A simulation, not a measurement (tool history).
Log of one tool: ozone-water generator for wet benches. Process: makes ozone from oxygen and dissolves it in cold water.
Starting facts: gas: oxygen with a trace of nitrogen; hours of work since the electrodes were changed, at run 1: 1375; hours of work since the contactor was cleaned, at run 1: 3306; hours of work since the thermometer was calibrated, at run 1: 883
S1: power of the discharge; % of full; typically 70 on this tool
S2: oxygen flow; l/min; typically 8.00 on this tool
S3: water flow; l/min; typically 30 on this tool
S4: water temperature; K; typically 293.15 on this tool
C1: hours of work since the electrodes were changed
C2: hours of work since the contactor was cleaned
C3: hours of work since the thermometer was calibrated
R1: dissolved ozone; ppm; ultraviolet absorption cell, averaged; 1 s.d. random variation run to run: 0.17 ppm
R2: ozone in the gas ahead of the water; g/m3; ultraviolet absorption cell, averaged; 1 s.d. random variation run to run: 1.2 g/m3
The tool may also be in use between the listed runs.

| run | hour | S1 | S2 | S3 | S4 | C1 | C2 | C3 | R1 | R2 |
|---|---|---|---|---|---|---|---|---|---|---|
| 1 | 0.0 | 70 | 8.00 | 30 | 293.15 | 1375 | 3306 | 883 | 22.7 | 227.8 |
| 2 | 69.0 | 70 | 8.00 | 30 | 293.15 | 1420 | 3350 | 927 | 22.8 | 228.3 |
| 3 | 109.7 | 70 | 8.00 | 30 | 293.15 | 1446 | 3376 | 953 | 22.8 | 228.0 |
| 4 | 166.3 | 70 | 8.00 | 30 | 293.15 | 1483 | 3413 | 990 | 22.7 | 228.5 |
|  | 179.5 | contactor cleaned |
| 5 | 251.2 | 70 | 8.00 | 30 | 293.15 | 1535 | 46 | 1042 | 22.4 | 228.7 |
| 6 | 332.1 | 70 | 8.00 | 30 | 293.15 | 1587 | 98 | 1094 | 22.6 | 230.7 |
| 7 | 378.8 | 70 | 8.00 | 30 | 293.15 | 1617 | 128 | 1124 | 22.8 | 227.2 |
| 8 | 430.7 | 70 | 8.00 | 30 | 293.15 | 1650 | 162 | 1158 | 22.5 | 229.0 |
| 9 | 496.6 | 70 | 8.00 | 30 | 293.15 | 1693 | 204 | 1200 | 22.9 | 229.1 |
| 10 | 532.6 | 70 | 8.00 | 30 | 293.15 | 1716 | 228 | 1223 | 23.0 | 226.9 |
| 11 | 601.1 | 70 | 8.75 | 23 | 293.15 | 1760 | 272 | 1267 | 27.7 | 221.9 |
| 12 | 684.2 | 70 | 4.28 | 23 | 300.15 | 1814 | 325 | 1321 | 22.3 | 292.5 |
| 13 | 732.3 | 70 | 8.00 | 20 | 293.15 | 1845 | 356 | 1352 | 29.6 | 230.9 |
| 14 | 796.4 | 70 | 8.00 | 22 | 296.15 | 1886 | 398 | 1393 | 26.9 | 229.3 |
| 15 | 841.5 | 70 | 10.04 | 28 | 293.15 | 1915 | 427 | 1422 | 24.1 | 211.3 |
| 16 | 902.2 | 70 | 10.04 | 28 | 293.15 | 1954 | 466 | 1462 | 24.3 | 212.3 |
| 17 | 941.9 | 70 | 10.04 | 28 | 293.15 | 1980 | 491 | 1487 | 24.4 | 213.1 |
| 18 | 982.5 | 61 | 8.00 | 30 | 293.15 | 2006 | 518 | 1513 | 20.0 | 204.3 |
| 19 | 1063.5 | 86 | 9.31 | 20 | 293.15 | 2058 | 570 | 1565 | 35.6 | 260.2 |
| 20 | 1136.0 | 86 | 9.31 | 20 | 293.15 | 2105 | 616 | 1612 | 35.8 | 261.1 |

3 ways to go on from here, each from the tool as it stands after run 20. What would each give?
| A | 1176.4 | 94 | 9.31 | 21 | 293.15 | 2131 | 642 | 1638 | ? | ? |
| B | 1176.4 | 51 | 10.52 | 30 | 296.15 | 2131 | 642 | 1638 | ? | ? |
| C | 1176.4 | 70 | 5.37 | 30 | 293.15 | 2131 | 642 | 1638 | ? | ? |

| run | R1 | R2 |
|---|---|---|
| A | 37.4 | 284.2 |
| B | 16.9 | 159.5 |
| C | 20.7 | 268.4 |
Without the tool's unlogged condition, the same runs would have read:
| run | R1 | R2 |
|---|---|---|
| A | 37.4 | 280.0 |
| B | 16.9 | 157.1 |
| C | 20.7 | 264.4 |
